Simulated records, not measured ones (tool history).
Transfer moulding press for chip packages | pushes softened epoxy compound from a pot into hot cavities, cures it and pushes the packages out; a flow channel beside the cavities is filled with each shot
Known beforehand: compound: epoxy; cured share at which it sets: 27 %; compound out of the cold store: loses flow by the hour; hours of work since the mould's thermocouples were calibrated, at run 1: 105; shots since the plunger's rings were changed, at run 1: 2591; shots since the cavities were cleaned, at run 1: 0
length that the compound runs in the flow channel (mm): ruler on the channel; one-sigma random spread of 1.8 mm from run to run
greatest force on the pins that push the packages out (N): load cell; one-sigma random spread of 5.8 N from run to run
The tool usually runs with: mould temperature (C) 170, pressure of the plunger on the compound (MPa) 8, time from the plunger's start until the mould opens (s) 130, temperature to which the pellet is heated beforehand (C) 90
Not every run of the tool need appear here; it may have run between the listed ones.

| run | hour | mould temperature (C) | pressure of the plunger on the compound (MPa) | time from the plunger's start until the mould opens (s) | temperature to which the pellet is heated beforehand (C) | hours of work since the mould's thermocouples were calibrated | shots since the plunger's rings were changed | shots since the cavities were cleaned | incoming compound's hours out of the cold store | length that the compound runs in the flow channel (mm) | greatest force on the pins that push the packages out (N) |
|---|---|---|---|---|---|---|---|---|---|---|---|
| 1 | 0 | 170 | 8 | 130 | 90 | 105 | 2591 | 0 | 22.7 | 521 | 211 |
| 2 | 6.4 | 170 | 8 | 130 | 90 | 109 | 2652 | 61 | 24.9 | 515 | 229 |
| 3 | 16 | 170 | 8 | 130 | 90 | 116 | 2744 | 153 | 39 | 488 | 238 |
| 4 | 24.6 | 170 | 8 | 130 | 83 | 121 | 2825 | 234 | 10.7 | 549 | 254 |
| 5 | 30.8 | 170 | 8 | 130 | 83 | 125 | 2885 | 294 | 41.7 | 480 | 265 |
|  | 33.3 | cavities cleaned with cleaning compound and waxed |
| 6 | 42.2 | 170 | 8 | 130 | 83 | 132 | 2979 | 85 | 20 | 525 | 290 |
| 7 | 50.8 | 170 | 8 | 131 | 90 | 138 | 3061 | 167 | 26 | 512 | 290 |
| 8 | 57.6 | 170 | 8 | 132 | 90 | 142 | 3125 | 231 | 25.3 | 509 | 302 |
| 9 | 62.8 | 170 | 8 | 130 | 90 | 146 | 3175 | 281 | 14.5 | 537 | 292 |
| 10 | 72.8 | 170 | 8 | 130 | 90 | 152 | 3270 | 376 | 21.5 | 521 | 307 |
| 11 | 79.9 | 170 | 8 | 130 | 90 | 157 | 3337 | 443 | 13.7 | 537 | 318 |
| 12 | 87.5 | 170 | 9.69 | 162 | 90 | 162 | 3410 | 516 | 18.8 | 576 | 291 |
|  | 89.9 | cavities cleaned with cleaning compound and waxed, once more |
| 13 | 95.3 | 176 | 8.76 | 162 | 90 | 166 | 3471 | 52 | 39 | 491 | 206 |
| 14 | 104.3 | 170 | 8.67 | 130 | 95 | 172 | 3556 | 137 | 28 | 523 | 239 |
|  | 109.6 | plunger's sealing rings changed |
| 15 | 117.7 | 170 | 8.67 | 130 | 95 | 179 | 77 | 241 | 24.6 | 548 | 261 |
| 16 | 126.2 | 169 | 8.67 | 114 | 95 | 185 | 157 | 321 | 18.6 | 567 | 331 |
| 17 | 133.8 | 169 | 7.29 | 153 | 85 | 190 | 230 | 394 | 32.8 | 493 | 266 |
| 18 | 139.3 | 176 | 8.26 | 130 | 87 | 194 | 282 | 446 | 17 | 544 | 251 |

What if the next run were any one of these 3? Each begins from the tool's condition after run 18:
| A | 149.6 | 176 | 8.26 | 144 | 82 | 201 | 380 | 544 | 10.1 | ? | ? |
| B | 149.6 | 170 | 6.57 | 148 | 87 | 201 | 380 | 544 | 41 | ? | ? |
| C | 149.6 | 176 | 6.69 | 130 | 87 | 201 | 380 | 544 | 18.7 | ? | ? |

| run | length that the compound runs in the flow channel (mm) | greatest force on the pins that push the packages out (N) |
|---|---|---|
| A | 558 | 251 |
| B | 445 | 264 |
| C | 484 | 260 |
What these runs would have given with no unlogged condition in the tool:
| run | length that the compound runs in the flow channel (mm) | greatest force on the pins that push the packages out (N) |
|---|---|---|
| A | 562 | 187 |
| B | 448 | 195 |
| C | 488 | 193 |

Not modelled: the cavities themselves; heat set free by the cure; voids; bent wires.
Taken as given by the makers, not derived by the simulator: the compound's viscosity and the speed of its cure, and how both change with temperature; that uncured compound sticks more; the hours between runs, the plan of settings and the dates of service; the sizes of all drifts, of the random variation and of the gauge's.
